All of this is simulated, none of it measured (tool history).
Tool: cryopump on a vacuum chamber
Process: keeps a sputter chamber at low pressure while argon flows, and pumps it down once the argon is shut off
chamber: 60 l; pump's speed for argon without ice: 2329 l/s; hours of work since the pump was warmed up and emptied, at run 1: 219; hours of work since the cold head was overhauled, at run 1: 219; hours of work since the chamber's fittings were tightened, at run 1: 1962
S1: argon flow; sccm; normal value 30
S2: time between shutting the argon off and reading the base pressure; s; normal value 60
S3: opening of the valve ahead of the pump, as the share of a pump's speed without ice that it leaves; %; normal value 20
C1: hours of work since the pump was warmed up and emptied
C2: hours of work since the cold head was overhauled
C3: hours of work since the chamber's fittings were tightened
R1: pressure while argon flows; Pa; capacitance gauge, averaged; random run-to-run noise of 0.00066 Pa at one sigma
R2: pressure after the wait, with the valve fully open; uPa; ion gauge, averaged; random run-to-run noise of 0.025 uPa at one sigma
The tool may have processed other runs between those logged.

run,hour,S1,S2,S3,C1,C2,C3,R1,R2
1,0,30,60,20,219,219,1962,0.1128,1.37
2,59.1,30,60,20,250,250,1994,0.113,1.36
3,125,30,60,16,286,286,2029,0.1416,1.35
4,196.3,30,60,16,324,324,2068,0.1407,1.39
5,231.9,30,27,20,343,343,2087,0.1152,2.45
6,291,30,27,20,374,374,2118,0.1162,2.58
7,344.7,30,27,20,403,403,2147,0.1164,2.53
# hour 373.6: pump warmed up, emptied and cooled again
8,429.2,30,27,20,30,446,2190,0.1097,2.37
9,469.2,30,27,26,51,467,2211,0.0845,2.35
10,529.7,30,123,21,84,500,2244,0.1052,0.89
11,576,30,123,21,108,525,2268,0.1064,0.9
12,641.7,30,123,48,144,560,2304,0.048,0.97
13,715.5,30,123,48,183,599,2343,0.0491,0.93
14,751.7,30,43,45,203,619,2363,0.0523,1.74
15,812.4,21,43,17,235,651,2395,0.0928,1.76
16,857.9,58,27,17,260,676,2419,0.2555,2.45
17,930.2,30,46,57,298,714,2458,0.0433,1.74

For each run, the measured value with the value that run would have given without the tool's hidden condition subtracted. The run-to-run variation is shared by both, the gauge scatter possibly not:
The tool's hidden condition here consists of: pump's speed, % of a pump's without ice; cold plate's temperature, K; leak into the chamber, uPa l/s; drift of the gauge itself on working_pa, %; drift of the gauge itself on base_upa, %.
run,R1,R2
1,+0.0038,+0.36
2,+0.0044,+0.37
3,+0.005,+0.37
4,+0.0058,+0.41
5,+0.0063,+0.42
6,+0.007,+0.46
7,+0.0078,+0.47
8,+0.0008,+0.33
9,+0.001,+0.33
10,+0.0014,+0.35
11,+0.0019,+0.35
12,+0.0024,+0.38
13,+0.0032,+0.39
14,+0.0035,+0.41
15,+0.0028,+0.42
16,+0.0088,+0.44
17,+0.0053,+0.46
